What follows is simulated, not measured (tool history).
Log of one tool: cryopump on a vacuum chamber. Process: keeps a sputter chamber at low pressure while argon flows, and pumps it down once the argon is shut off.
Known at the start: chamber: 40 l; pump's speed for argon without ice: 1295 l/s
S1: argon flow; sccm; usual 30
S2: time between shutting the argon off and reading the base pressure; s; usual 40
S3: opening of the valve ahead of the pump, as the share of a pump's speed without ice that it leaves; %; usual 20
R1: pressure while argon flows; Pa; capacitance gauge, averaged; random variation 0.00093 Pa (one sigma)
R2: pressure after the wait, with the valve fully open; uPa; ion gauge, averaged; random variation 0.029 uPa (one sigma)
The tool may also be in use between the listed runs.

run 1 hour=0 | S1=30 S2=40 S3=20 | R1=0.2004 R2=1.64
run 2 hour=12.2 | S1=30 S2=40 S3=20 | R1=0.1984 R2=1.61
run 3 hour=24.9 | S1=30 S2=40 S3=20 | R1=0.2008 R2=1.63
run 4 hour=36.5 | S1=30 S2=40 S3=20 | R1=0.2005 R2=1.58
run 5 hour=48.3 | S1=30 S2=40 S3=20 | R1=0.2031 R2=1.72
run 6 hour=58 | S1=30 S2=40 S3=20 | R1=0.2015 R2=1.64
run 7 hour=71.9 | S1=50 S2=40 S3=20 | R1=0.3368 R2=1.62
run 8 hour=89.4 | S1=50 S2=40 S3=20 | R1=0.3377 R2=1.74
run 9 hour=96.7 | S1=50 S2=40 S3=20 | R1=0.3397 R2=1.68
run 10 hour=112.8 | S1=50 S2=40 S3=20 | R1=0.3384 R2=1.68
run 11 hour=120.4 | S1=30 S2=157 S3=20 | R1=0.2042 R2=0.82
run 12 hour=128.4 | S1=30 S2=40 S3=25 | R1=0.166 R2=1.68
run 13 hour=140.7 | S1=30 S2=40 S3=20 | R1=0.2049 R2=1.74
run 14 hour=158.2 | S1=30 S2=40 S3=20 | R1=0.2052 R2=1.74
run 15 hour=166.4 | S1=30 S2=192 S3=20 | R1=0.2067 R2=0.79
run 16 hour=178.6 | S1=30 S2=192 S3=31 | R1=0.1377 R2=0.8
run 17 hour=193.9 | S1=30 S2=192 S3=31 | R1=0.1406 R2=0.87
run 18 hour=209.9 | S1=30 S2=192 S3=31 | R1=0.1401 R2=0.86
run 19 hour=222 | S1=30 S2=192 S3=31 | R1=0.1397 R2=0.84
run 20 hour=239 | S1=20 S2=241 S3=30 | R1=0.0965 R2=0.85
run 21 hour=256.2 | S1=53 S2=47 S3=47 | R1=0.174 R2=1.68
run 22 hour=271.3 | S1=53 S2=47 S3=47 | R1=0.1756 R2=1.73
run 23 hour=281 | S1=53 S2=47 S3=47 | R1=0.1765 R2=1.72
run 24 hour=293.1 | S1=53 S2=47 S3=47 | R1=0.1776 R2=1.77
run 25 hour=302.7 | S1=19 S2=47 S3=33 | R1=0.0869 R2=1.82
run 26 hour=319.4 | S1=19 S2=47 S3=33 | R1=0.0877 R2=1.81
run 27 hour=340.7 | S1=36 S2=65 S3=20 | R1=0.2361 R2=1.35
run 28 hour=354.4 | S1=36 S2=65 S3=20 | R1=0.236 R2=1.33
run 29 hour=364 | S1=13 S2=41 S3=43 | R1=0.0395 R2=1.73
run 30 hour=379.6 | S1=60 S2=40 S3=20 | R1=0.3936 R2=1.8
run 31 hour=393.2 | S1=25 S2=100 S3=20 | R1=0.1663 R2=1.06
run 32 hour=401.1 | S1=25 S2=100 S3=20 | R1=0.1654 R2=1.11
run 33 hour=413.3 | S1=55 S2=115 S3=28 | R1=0.2641 R2=1.03
run 34 hour=426 | S1=30 S2=77 S3=20 | R1=0.2 R2=1.24
run 35 hour=435.1 | S1=14 S2=77 S3=30 | R1=0.0631 R2=1.28

Taken out of this log: 1 entry between the listed runs. Where each belongs, and how the hidden state differs across it:
Between runs 26 and 27: pump warmed up, emptied and cooled again (hour 329.4)
  pump's speed, % of a pump's without ice: 67.4 -> 97.9; leak into the chamber, uPa l/s: 680 -> 692
  measured less the result without the state, R1: +0.0122 -> +0.0014 Pa; R2: +0.55 -> +0.33 uPa
